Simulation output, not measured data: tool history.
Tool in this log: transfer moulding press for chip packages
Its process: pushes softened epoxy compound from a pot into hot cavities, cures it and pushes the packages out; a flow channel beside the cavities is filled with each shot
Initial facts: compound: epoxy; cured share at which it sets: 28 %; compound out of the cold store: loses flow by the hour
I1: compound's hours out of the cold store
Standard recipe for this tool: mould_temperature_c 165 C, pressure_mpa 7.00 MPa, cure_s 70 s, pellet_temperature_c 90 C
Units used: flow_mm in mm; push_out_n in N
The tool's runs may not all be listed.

{"run": 1, "hour": 0.0, "mould_temperature_c": 165, "pressure_mpa": 7.0, "cure_s": 70, "pellet_temperature_c": 90, "I1": 35.8, "flow_mm": 909, "push_out_n": 598}
{"hour": 3.4, "done": "cavities cleaned with cleaning compound and waxed"}
{"run": 2, "hour": 14.9, "mould_temperature_c": 168, "pressure_mpa": 7.0, "cure_s": 70, "pellet_temperature_c": 90, "I1": 30.0, "flow_mm": 925, "push_out_n": 331}
{"run": 3, "hour": 24.8, "mould_temperature_c": 165, "pressure_mpa": 7.0, "cure_s": 70, "pellet_temperature_c": 99, "I1": 34.1, "flow_mm": 902, "push_out_n": 402}
{"run": 4, "hour": 39.0, "mould_temperature_c": 165, "pressure_mpa": 7.0, "cure_s": 70, "pellet_temperature_c": 99, "I1": 19.6, "flow_mm": 962, "push_out_n": 470}
{"run": 5, "hour": 51.3, "mould_temperature_c": 165, "pressure_mpa": 7.0, "cure_s": 70, "pellet_temperature_c": 90, "I1": 35.1, "flow_mm": 903, "push_out_n": 533}
{"run": 6, "hour": 62.8, "mould_temperature_c": 165, "pressure_mpa": 7.0, "cure_s": 70, "pellet_temperature_c": 90, "I1": 41.9, "flow_mm": 878, "push_out_n": 575}
{"run": 7, "hour": 73.7, "mould_temperature_c": 169, "pressure_mpa": 7.0, "cure_s": 70, "pellet_temperature_c": 90, "I1": 39.5, "flow_mm": 873, "push_out_n": 441}
{"run": 8, "hour": 83.9, "mould_temperature_c": 169, "pressure_mpa": 7.0, "cure_s": 70, "pellet_temperature_c": 90, "I1": 34.0, "flow_mm": 896, "push_out_n": 462}
{"hour": 91.2, "done": "cavities cleaned with cleaning compound and waxed"}
{"run": 9, "hour": 91.9, "mould_temperature_c": 163, "pressure_mpa": 7.0, "cure_s": 70, "pellet_temperature_c": 90, "I1": 35.0, "flow_mm": 903, "push_out_n": 396}
{"run": 10, "hour": 107.4, "mould_temperature_c": 163, "pressure_mpa": 7.54, "cure_s": 70, "pellet_temperature_c": 90, "I1": 10.4, "flow_mm": 1039, "push_out_n": 521}
{"hour": 111.6, "done": "mould's thermocouples calibrated"}
{"run": 11, "hour": 117.7, "mould_temperature_c": 163, "pressure_mpa": 7.54, "cure_s": 70, "pellet_temperature_c": 90, "I1": 30.5, "flow_mm": 947, "push_out_n": 533}
{"run": 12, "hour": 127.3, "mould_temperature_c": 167, "pressure_mpa": 7.45, "cure_s": 74, "pellet_temperature_c": 88, "I1": 31.0, "flow_mm": 925, "push_out_n": 395}
{"run": 13, "hour": 138.5, "mould_temperature_c": 167, "pressure_mpa": 7.45, "cure_s": 74, "pellet_temperature_c": 88, "I1": 23.4, "flow_mm": 958, "push_out_n": 435}
{"run": 14, "hour": 152.7, "mould_temperature_c": 167, "pressure_mpa": 7.45, "cure_s": 74, "pellet_temperature_c": 88, "I1": 11.3, "flow_mm": 998, "push_out_n": 460}
{"hour": 169.1, "done": "mould's thermocouples calibrated, once more"}
{"run": 15, "hour": 169.9, "mould_temperature_c": 163, "pressure_mpa": 7.92, "cure_s": 80, "pellet_temperature_c": 95, "I1": 42.5, "flow_mm": 922, "push_out_n": 477}
{"hour": 182.8, "done": "cavities cleaned with cleaning compound and waxed"}
{"run": 16, "hour": 187.1, "mould_temperature_c": 163, "pressure_mpa": 7.92, "cure_s": 80, "pellet_temperature_c": 95, "I1": 34.7, "flow_mm": 939, "push_out_n": 304}
{"run": 17, "hour": 201.8, "mould_temperature_c": 160, "pressure_mpa": 8.15, "cure_s": 97, "pellet_temperature_c": 98, "I1": 37.7, "flow_mm": 957, "push_out_n": 298}
{"run": 18, "hour": 212.3, "mould_temperature_c": 160, "pressure_mpa": 7.17, "cure_s": 97, "pellet_temperature_c": 91, "I1": 26.9, "flow_mm": 935, "push_out_n": 323}
{"run": 19, "hour": 222.5, "mould_temperature_c": 166, "pressure_mpa": 5.24, "cure_s": 86, "pellet_temperature_c": 92, "I1": 47.8, "flow_mm": 724, "push_out_n": 328}
{"run": 20, "hour": 229.7, "mould_temperature_c": 166, "pressure_mpa": 5.24, "cure_s": 86, "pellet_temperature_c": 92, "I1": 42.1, "flow_mm": 733, "push_out_n": 350}
{"run": 21, "hour": 245.2, "mould_temperature_c": 166, "pressure_mpa": 5.79, "cure_s": 86, "pellet_temperature_c": 86, "I1": 20.2, "flow_mm": 838, "push_out_n": 383}

Each run again, without the hidden state but with its own random variation kept:
Hidden conditions of the tool in this case: true mould temperature over the reading, C; pressure that reaches the compound, % of what is set; grip of the stained cavities, % over clean ones'; drift of the gauge itself on flow_mm, %; drift of the gauge itself on push_out_n, %.
run=1 flow_mm=923 push_out_n=340
run=2 flow_mm=941 push_out_n=281
run=3 flow_mm=919 push_out_n=310
run=4 flow_mm=983 push_out_n=325
run=5 flow_mm=925 push_out_n=345
run=6 flow_mm=901 push_out_n=352
run=7 flow_mm=898 push_out_n=259
run=8 flow_mm=923 push_out_n=260
run=9 flow_mm=931 push_out_n=378
run=10 flow_mm=1074 push_out_n=421
run=11 flow_mm=981 push_out_n=393
run=12 flow_mm=959 push_out_n=274
run=13 flow_mm=996 push_out_n=283
run=14 flow_mm=1040 push_out_n=278
run=15 flow_mm=964 push_out_n=270
run=16 flow_mm=985 push_out_n=280
run=17 flow_mm=1006 push_out_n=237
run=18 flow_mm=985 push_out_n=233
run=19 flow_mm=764 push_out_n=224
run=20 flow_mm=775 push_out_n=230
run=21 flow_mm=889 push_out_n=234

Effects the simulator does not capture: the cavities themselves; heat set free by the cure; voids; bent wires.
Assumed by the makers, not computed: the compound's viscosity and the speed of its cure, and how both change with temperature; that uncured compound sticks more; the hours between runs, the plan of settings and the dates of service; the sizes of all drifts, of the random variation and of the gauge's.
